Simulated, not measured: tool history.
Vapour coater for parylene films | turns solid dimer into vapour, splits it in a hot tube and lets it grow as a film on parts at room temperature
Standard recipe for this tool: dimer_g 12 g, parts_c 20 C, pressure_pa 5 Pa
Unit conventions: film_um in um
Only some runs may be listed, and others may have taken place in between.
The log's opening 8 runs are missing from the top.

run   hour  dimer_g  parts_c  pressure_pa  hours of work since the trap's valve was overhauled  hours of work since the table's thermometer was calibrated  film_um
  9  113.9       12       20            5                                                  485                                                         275     8.75
 10  133.8        7       20            5                                                  494                                                         284     5.12
     141.4  -- trap's valve overhauled
 11    154        7       20            5                                                    5                                                         291     5.71
 12  162.4        7       20            5                                                    9                                                         294     5.76
 13  172.7        7       20            5                                                   13                                                         299     5.71
 14  185.5        7       20            5                                                   19                                                         304     5.74
 15  205.1        7       13            5                                                   27                                                         313     6.58
 16  218.6        7       13            5                                                   33                                                         318     6.52
 17  226.9        7       13            5                                                   37                                                         322     6.54
 18  246.1       12       28         4.24                                                   45                                                         330     8.78
 19  255.6        6       20            5                                                   49                                                         334     4.87
 20  270.5       20       12         4.78                                                   56                                                         341    19.14
     272.8  -- table's thermometer calibrated
 21  288.3        5       13         2.29                                                   63                                                           7     5.38
     301.7  -- table's thermometer calibrated, once more
 22  309.1       12       20         8.96                                                   71                                                           3     8.32
 23  326.8       16       13         9.55                                                   79                                                          11    12.62
 24  341.7       15       15          2.4                                                   85                                                          17    15.98
 25  356.5       15       18          2.4                                                   92                                                          24    15.01
 26  371.7       20       18         6.95                                                   98                                                          30    15.52

The next listed run, before its measurement:
 27  386.2       12       20         5.59                                                  104                                                          36        ?

film_um: 9.43 um
Minus the tool's unlogged condition, the same run would have read film_um 9.73 um.
